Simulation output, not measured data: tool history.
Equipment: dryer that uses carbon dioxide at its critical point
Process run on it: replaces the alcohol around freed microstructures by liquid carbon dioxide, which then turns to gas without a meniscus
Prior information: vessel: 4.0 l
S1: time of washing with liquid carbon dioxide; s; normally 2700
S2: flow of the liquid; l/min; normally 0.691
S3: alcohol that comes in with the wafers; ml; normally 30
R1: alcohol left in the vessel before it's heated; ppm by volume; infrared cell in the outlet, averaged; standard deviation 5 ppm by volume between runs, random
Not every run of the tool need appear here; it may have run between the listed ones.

run   hour    S1     S2   S3   R1
  1    0.0  2700  0.691   30   33
  2   18.4  2700  0.691   30   37
  3   29.1  2700  0.691   30   51
      32.7  -- inlet filter changed
  4   44.5  2700  0.857   30   38
  5   61.5  2700  0.857   30   34
  6   71.3  2700  0.857   30   39
  7   80.4  2700  0.857   30   33
  8   89.9  2700  0.857   30   39
  9  102.8  2700  0.899   30   38
 10  113.3  2700  0.691   30   41
 11  126.2  2700  0.691   30   45
 12  144.9  2700  0.691   30   40
 13  164.3  2700  0.691   30   51
 14  173.0  2700  0.691   30   51
 15  183.2  2700  0.691   30   49
 16  197.3  2700  0.691   30   45
 17  214.9  2700  0.691   30   39
 18  235.1  2700  0.691   30   51
 19  245.0  2700  0.691   30   45
 20  258.4  2700  0.691   30   53
 21  273.3  2700  0.425   30  165
 22  287.4  2820  0.425   30  143
 23  297.9  2820  0.425   30  155
 24  309.7  2700  0.691   30   56
 25  328.1  3840  0.440   30   61
 26  348.0  3660  1.107   24   56
 27  364.0  2700  1.018   47   48
 28  377.4  2700  1.018   47   53
 29  390.3  2700  0.478   38  151
     409.9  -- inlet filter changed
 30  410.2  2700  0.478   38  134
 31  423.3  1800  0.478   48  537
 32  434.0  3780  0.970   77   54
 33  453.2  3780  0.970   77   54
 34  462.4  3240  0.783   77   63
 35  473.4  3180  0.546  107   93
 36  492.3  2160  0.546   30  148
 37  507.4  2160  0.550   30  146
 38  527.0  2160  1.072   64   63
 39  537.5  2160  1.072   64   60
 40  551.5  4080  0.609   22   59
 41  560.4  2100  0.609  107  290
 42  573.9  2640  0.609   39   86
 43  592.2  2640  0.609   39   82
 44  607.6  1800  0.582   39  279
 45  621.5  2880  0.642   47   76
 46  635.1  2700  0.431   78  382
 47  651.0  4020  0.701   22   62

Below are 4 alternative next runs, each starting from the tool's condition after run 47. Predict each:
  A  668.8  2580  0.653  33   ?
  B  668.8  2700  0.524  30   ?
  C  668.8  2280  0.752  74   ?
  D  668.8  3300  0.833  38   ?

run   R1
  A   83
  B  117
  C  105
  D   61
Stripped of hidden state, with their random variation kept, the same runs would have yielded:
run  R1
  A  17
  B  46
  C  34
  D   0

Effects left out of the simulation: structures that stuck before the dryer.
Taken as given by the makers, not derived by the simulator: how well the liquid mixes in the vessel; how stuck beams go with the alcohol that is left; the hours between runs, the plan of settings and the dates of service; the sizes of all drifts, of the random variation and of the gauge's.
